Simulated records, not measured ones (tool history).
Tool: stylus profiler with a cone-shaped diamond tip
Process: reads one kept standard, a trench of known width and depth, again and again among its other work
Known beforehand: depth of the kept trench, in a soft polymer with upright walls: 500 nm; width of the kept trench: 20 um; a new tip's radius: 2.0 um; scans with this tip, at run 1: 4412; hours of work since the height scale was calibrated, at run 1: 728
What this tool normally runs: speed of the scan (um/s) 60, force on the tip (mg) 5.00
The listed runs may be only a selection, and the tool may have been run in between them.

run	hour	speed of the scan (um/s)	force on the tip (mg)	scans with this tip	hours of work since the height scale was calibrated	depth of the trench (nm)	width of the trench's floor (nm)
1	0.0	60	5.00	4412	728	506.90	16990
2	19.2	60	5.00	4503	744	507.16	16980
3	44.3	60	5.00	4624	763	507.06	17000
4	75.9	60	5.00	4775	788	507.00	16970
5	108.6	60	5.00	4931	814	507.31	16970
6	142.0	60	14.74	5091	840	513.43	17030
7	160.5	60	2.47	5179	855	505.17	16890
8	182.8	60	2.47	5286	873	505.02	16900
9	208.2	60	5.00	5407	893	507.37	16940
# hour 210.7: height scale calibrated on a step standard
10	233.1	60	5.00	5524	18	508.08	16940
11	248.0	87	5.00	5595	29	508.41	16850
12	263.7	87	5.00	5671	42	508.05	16790
13	279.3	87	5.00	5745	54	508.25	16850
14	302.6	46	2.01	5856	73	505.46	16900
15	322.3	46	2.01	5950	88	505.65	16870
16	345.8	24	2.46	6063	107	505.92	16930
17	376.8	24	2.46	6211	131	506.33	16930
# hour 392.2: height scale calibrated on a step standard, once more
18	392.3	60	2.25	6283	0	503.58	16770
19	420.2	61	5.30	6417	22	506.39	16850
20	452.3	111	2.68	6570	47	504.16	16620
21	473.4	141	4.40	6671	64	505.84	16610
22	492.7	141	4.40	6763	79	505.63	16600
23	508.3	112	1.85	6838	92	503.07	16500

How the hidden state differs across the entries between the runs, from the last listed run before each to the first after it:
After run 9, before run 10: height scale calibrated on a step standard (hour 210.7)
  height scale over the true one, %: 0.267 -> 0.436
  measured less the result without the state, depth of the trench (nm): +1.35 -> +2.20; width of the trench's floor (nm): -270 -> -270
After run 17, before run 18: height scale calibrated on a step standard, once more (hour 392.2)
  radius of the tip, um: 2.44 -> 2.45; height scale over the true one, %: 0.466 -> 0.013
  measured less the result without the state, depth of the trench (nm): +2.35 -> +0.07; width of the trench's floor (nm): -320 -> -320
